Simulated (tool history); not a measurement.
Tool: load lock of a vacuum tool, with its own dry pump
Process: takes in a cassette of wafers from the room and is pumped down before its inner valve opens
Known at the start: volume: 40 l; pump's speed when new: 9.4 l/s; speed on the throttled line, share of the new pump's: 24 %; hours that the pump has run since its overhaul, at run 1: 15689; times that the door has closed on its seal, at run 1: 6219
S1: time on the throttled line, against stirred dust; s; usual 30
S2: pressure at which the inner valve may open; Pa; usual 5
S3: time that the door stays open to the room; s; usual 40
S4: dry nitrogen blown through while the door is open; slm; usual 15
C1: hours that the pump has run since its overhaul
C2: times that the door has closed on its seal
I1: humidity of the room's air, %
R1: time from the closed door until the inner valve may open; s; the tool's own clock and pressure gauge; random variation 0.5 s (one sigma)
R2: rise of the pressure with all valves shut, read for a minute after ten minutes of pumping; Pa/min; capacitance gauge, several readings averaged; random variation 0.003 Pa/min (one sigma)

Run 1, hour 0: usual settings; C1 15689; C2 6219; I1 45.2. Result: R1 73.8 s, R2 0.074 Pa/min.
Run 2, hour 382.2: usual settings; C1 16071; C2 6712; I1 43.4. Result: R1 74.2 s, R2 0.079 Pa/min.
Run 3, hour 749.6: usual settings; C1 16439; C2 7187; I1 44.7. Result: R1 72.6 s, R2 0.088 Pa/min.
Run 4, hour 1009.8: usual settings; C1 16699; C2 7523; I1 44.3. Result: R1 73.4 s, R2 0.091 Pa/min.
Run 5, hour 1355.2: usual settings but S1 57 s; C1 17044; C2 7968; I1 44.6. Result: R1 92.8 s, R2 0.091 Pa/min.
Run 6, hour 1753.8: usual settings but S1 57 s; C1 17443; C2 8483; I1 45. Result: R1 93.7 s, R2 0.101 Pa/min.
Run 7, hour 2063.2: usual settings but S1 57 s, S4 19 slm; C1 17752; C2 8882; I1 45.6. Result: R1 93.4 s, R2 0.102 Pa/min.
Run 8, hour 2368.1: usual settings but S2 7 Pa; C1 18057; C2 9276; I1 47.9. Result: R1 71 s, R2 0.108 Pa/min.
Run 9, hour 2603.2: usual settings but S2 6 Pa; C1 18292; C2 9580; I1 47.4. Result: R1 73 s, R2 0.114 Pa/min.
Run 10, hour 2958.4: usual settings but S2 6 Pa; C1 18648; C2 10038; I1 45.7. Result: R1 73.7 s, R2 0.121 Pa/min.
Run 11, hour 3280.3: usual settings but S2 6 Pa; C1 18970; C2 10454; I1 42.9. Result: R1 72.9 s, R2 0.122 Pa/min.
Run 12, hour 3576: usual settings but S4 18 slm; C1 19265; C2 10836; I1 45. Result: R1 74.2 s, R2 0.123 Pa/min.
Run 13, hour 3793: usual settings but S4 18 slm; C1 19482; C2 11116; I1 43.4. Result: R1 75 s, R2 0.129 Pa/min.
Run 14, hour 4155.9: usual settings but S4 18 slm; C1 19845; C2 11584; I1 45.2. Result: R1 74.4 s, R2 0.143 Pa/min.
Run 15, hour 4432.9: usual settings; C1 20122; C2 11942; I1 44.7. Result: R1 75.5 s, R2 0.137 Pa/min.
Run 16, hour 4838.2: usual settings but S4 27 slm; C1 20528; C2 12465; I1 43.7. Result: R1 75.8 s, R2 0.136 Pa/min.
Run 17, hour 5214.7: usual settings but S2 9 Pa, S3 154 s, S4 22 slm; C1 20904; C2 12951; I1 43.3. Result: R1 72.2 s, R2 0.206 Pa/min.
Run 18, hour 5582.1: usual settings but S2 9 Pa, S3 154 s, S4 22 slm; C1 21271; C2 13425; I1 43.7. Result: R1 71.8 s, R2 0.208 Pa/min.
Run 19, hour 5840.2: usual settings; C1 21529; C2 13759; I1 45.2. Result: R1 74.6 s, R2 0.159 Pa/min.
Run 20, hour 6082: usual settings but S2 8 Pa, S4 11 slm; C1 21771; C2 14071; I1 45.6. Result: R1 73.2 s, R2 0.171 Pa/min.
Run 21, hour 6291.6: usual settings but S1 24 s, S2 8 Pa, S3 41 s, S4 5 slm; C1 21981; C2 14341; I1 47.8. Result: R1 69.3 s, R2 0.186 Pa/min.
Run 22, hour 6606.8: usual settings but S3 219 s, S4 5 slm; C1 22296; C2 14748; I1 42.8. Result: R1 76.3 s, R2 0.294 Pa/min.
Run 23, hour 7008.6: usual settings but S3 197 s, S4 5 slm; C1 22698; C2 15267; I1 46.6. Result: R1 76.8 s, R2 0.295 Pa/min.
At hour 7316.9: dry pump taken out, an overhauled one fitted.
Run 24, hour 7404: usual settings but S2 4 Pa, S3 173 s, S4 5 slm; C1 87; C2 15770; I1 48.4. Result: R1 67.2 s, R2 0.3 Pa/min.
Run 25, hour 7805.9: usual settings but S1 50 s, S3 108 s, S4 5 slm; C1 489; C2 16289; I1 47.7. Result: R1 82.1 s, R2 0.259 Pa/min.
Run 26, hour 8022.5: usual settings but S1 50 s, S3 36 s, S4 8 slm; C1 706; C2 16568; I1 47.1. Result: R1 81.3 s, R2 0.218 Pa/min.
Run 27, hour 8455.7: usual settings but S1 50 s, S3 36 s, S4 8 slm; C1 1139; C2 17127; I1 43.1. Result: R1 82.1 s, R2 0.214 Pa/min.
Run 28, hour 8891.7: usual settings but S1 48 s, S3 101 s, S4 4 slm; C1 1575; C2 17690; I1 49.2. Result: R1 79.7 s, R2 0.291 Pa/min.
Run 29, hour 9151.5: usual settings but S1 54 s, S2 10 Pa, S3 117 s, S4 7 slm; C1 1835; C2 18026; I1 41.7. Result: R1 80.7 s, R2 0.283 Pa/min.

Forecast each of these 3 alternatives for the next run:
Run A, hour 9535.8: usual settings but S1 51 s, S2 10 Pa, S3 67 s, S4 42 slm; C1 2219; C2 18522; I1 38.7. Result: R1 ?, R2 ?.
Run B, hour 9535.8: usual settings but S1 24 s, S3 106 s; C1 2219; C2 18522; I1 42.4. Result: R1 ?, R2 ?.
Run C, hour 9535.8: usual settings but S2 9 Pa, S4 16 slm; C1 2219; C2 18522; I1 45.3. Result: R1 ?, R2 ?.

run    R1     R2
  A  79.2  0.231
  B  62.3  0.273
  C  63.5  0.236
Without the tool's hidden state the same runs would have given:
run    R1     R2
  A  78.4   0.03
  B  61.3   0.07
  C  62.6  0.033
